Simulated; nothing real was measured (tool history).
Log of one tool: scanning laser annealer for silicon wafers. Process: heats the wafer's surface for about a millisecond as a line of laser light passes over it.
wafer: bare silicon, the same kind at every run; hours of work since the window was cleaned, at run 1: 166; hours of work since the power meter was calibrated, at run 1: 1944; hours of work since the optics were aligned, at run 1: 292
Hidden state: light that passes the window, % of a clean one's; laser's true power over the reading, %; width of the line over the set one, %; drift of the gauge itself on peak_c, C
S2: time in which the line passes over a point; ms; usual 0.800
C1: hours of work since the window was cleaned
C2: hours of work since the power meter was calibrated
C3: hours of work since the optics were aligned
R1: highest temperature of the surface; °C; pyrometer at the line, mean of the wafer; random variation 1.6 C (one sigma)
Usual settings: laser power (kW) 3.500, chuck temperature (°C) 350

Run 1, hour 0.0: usual settings; C1 166; C2 1944; C3 292. Result: R1 1113 °C.
Run 2, hour 68.9: usual settings but laser power (kW) 3.746; C1 207; C2 1986; C3 333. Result: R1 1167 °C.
Run 3, hour 146.8: usual settings but laser power (kW) 3.746; C1 255; C2 2033; C3 381. Result: R1 1164 °C.
Run 4, hour 205.4: usual settings but laser power (kW) 3.746; C1 290; C2 2068; C3 416. Result: R1 1159 °C.
Run 5, hour 252.6: usual settings but laser power (kW) 3.746; C1 319; C2 2097; C3 444. Result: R1 1159 °C.
At hour 268.1: window over the wafer cleaned.
Run 6, hour 311.9: usual settings but laser power (kW) 3.746; C1 26; C2 2132; C3 479. Result: R1 1173 °C.
Run 7, hour 346.6: usual settings but S2 0.896 ms; C1 47; C2 2153; C3 500. Result: R1 1166 °C.
Run 8, hour 399.6: usual settings but S2 0.896 ms; C1 79; C2 2185; C3 532. Result: R1 1165 °C.
Run 9, hour 447.3: usual settings but S2 0.896 ms; C1 108; C2 2213; C3 561. Result: R1 1159 °C.
Run 10, hour 518.2: usual settings but S2 0.896 ms; C1 151; C2 2256; C3 604. Result: R1 1159 °C.
Run 11, hour 558.2: usual settings but S2 0.896 ms; C1 175; C2 2280; C3 628. Result: R1 1154 °C.
Run 12, hour 621.8: usual settings but laser power (kW) 3.581, S2 0.662 ms; C1 214; C2 2319; C3 666. Result: R1 1047 °C.
Run 13, hour 668.3: usual settings but laser power (kW) 3.581, S2 0.662 ms; C1 242; C2 2347; C3 695. Result: R1 1045 °C.
Run 14, hour 711.4: usual settings but laser power (kW) 3.338, S2 0.820 ms, chuck temperature (°C) 346; C1 268; C2 2373; C3 721. Result: R1 1068 °C.
Run 15, hour 784.8: usual settings but laser power (kW) 3.253, S2 0.720 ms; C1 312; C2 2417; C3 765. Result: R1 1003 °C.
At hour 814.9: window over the wafer cleaned.
Run 16, hour 845.5: usual settings but laser power (kW) 3.712, S2 0.923 ms, chuck temperature (°C) 336; C1 19; C2 2453; C3 800. Result: R1 1216 °C.
Run 17, hour 896.6: usual settings but laser power (kW) 3.712, S2 0.923 ms, chuck temperature (°C) 336; C1 49; C2 2484; C3 831. Result: R1 1213 °C.

Forecast each of these 3 alternatives for the next run:
Run A, hour 969.2: usual settings but laser power (kW) 3.586, S2 0.619 ms, chuck temperature (°C) 389; C1 93; C2 2528; C3 875. Result: R1 ?.
Run B, hour 969.2: usual settings but laser power (kW) 3.435, S2 0.923 ms, chuck temperature (°C) 375; C1 93; C2 2528; C3 875. Result: R1 ?.
Run C, hour 969.2: usual settings but laser power (kW) 3.795; C1 93; C2 2528; C3 875. Result: R1 ?.

run    R1
  A  1066
  B  1180
  C  1178
Without the tool's hidden state the same runs would have given:
run    R1
  A  1078
  B  1194
  C  1193
